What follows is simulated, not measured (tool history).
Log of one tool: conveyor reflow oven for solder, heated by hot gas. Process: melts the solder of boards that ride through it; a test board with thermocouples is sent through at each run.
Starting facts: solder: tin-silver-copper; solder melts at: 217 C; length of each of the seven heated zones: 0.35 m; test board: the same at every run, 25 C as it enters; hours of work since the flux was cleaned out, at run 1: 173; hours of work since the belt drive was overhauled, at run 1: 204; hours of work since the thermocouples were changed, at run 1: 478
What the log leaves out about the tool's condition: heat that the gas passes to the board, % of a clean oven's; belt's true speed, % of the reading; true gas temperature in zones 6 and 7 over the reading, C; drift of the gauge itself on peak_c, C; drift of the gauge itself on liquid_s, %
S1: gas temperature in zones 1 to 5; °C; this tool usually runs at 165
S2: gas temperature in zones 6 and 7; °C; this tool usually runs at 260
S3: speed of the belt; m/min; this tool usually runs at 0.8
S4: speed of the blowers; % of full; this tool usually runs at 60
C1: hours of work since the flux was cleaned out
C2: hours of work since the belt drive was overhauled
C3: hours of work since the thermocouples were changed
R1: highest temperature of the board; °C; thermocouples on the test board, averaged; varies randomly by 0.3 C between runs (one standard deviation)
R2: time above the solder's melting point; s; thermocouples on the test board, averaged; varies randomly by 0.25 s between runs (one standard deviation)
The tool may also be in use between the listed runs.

run	hour	S1	S2	S3	S4	C1	C2	C3	R1	R2
1	0	165	260	0.8	60	173	204	478	240.9	30.3
2	6.5	165	271	0.8	60	178	209	483	250.2	35.1
3	11.3	165	271	0.8	60	182	213	487	250.5	35.9
4	21.3	165	271	0.8	60	190	220	495	249.5	35.4
5	27.8	165	260	0.8	60	195	226	500	240.9	30.1
6	36.9	165	260	0.8	60	202	233	507	240.7	29.5
7	41.3	179	260	0.8	60	206	236	511	244.1	35.6
8	49.4	179	260	0.8	60	212	243	517	243.7	35.1
9	56.7	179	260	0.8	60	218	248	523	243.7	35.7
10	66	165	252	0.8	78	225	256	530	237.2	27.5
11	72.9	151	252	0.855	67	231	261	536	229.9	16.5

Run 12 is up next; what results do you expect?
12	78.9	165	254	0.873	60	235	266	540	?	?

{"run 12": {"R1": 232.8, "R2": 19.8}}
Were there no unlogged condition in the tool, this run, its random variation unchanged, would have produced R1 234.9 °C, R2 22.2 s.
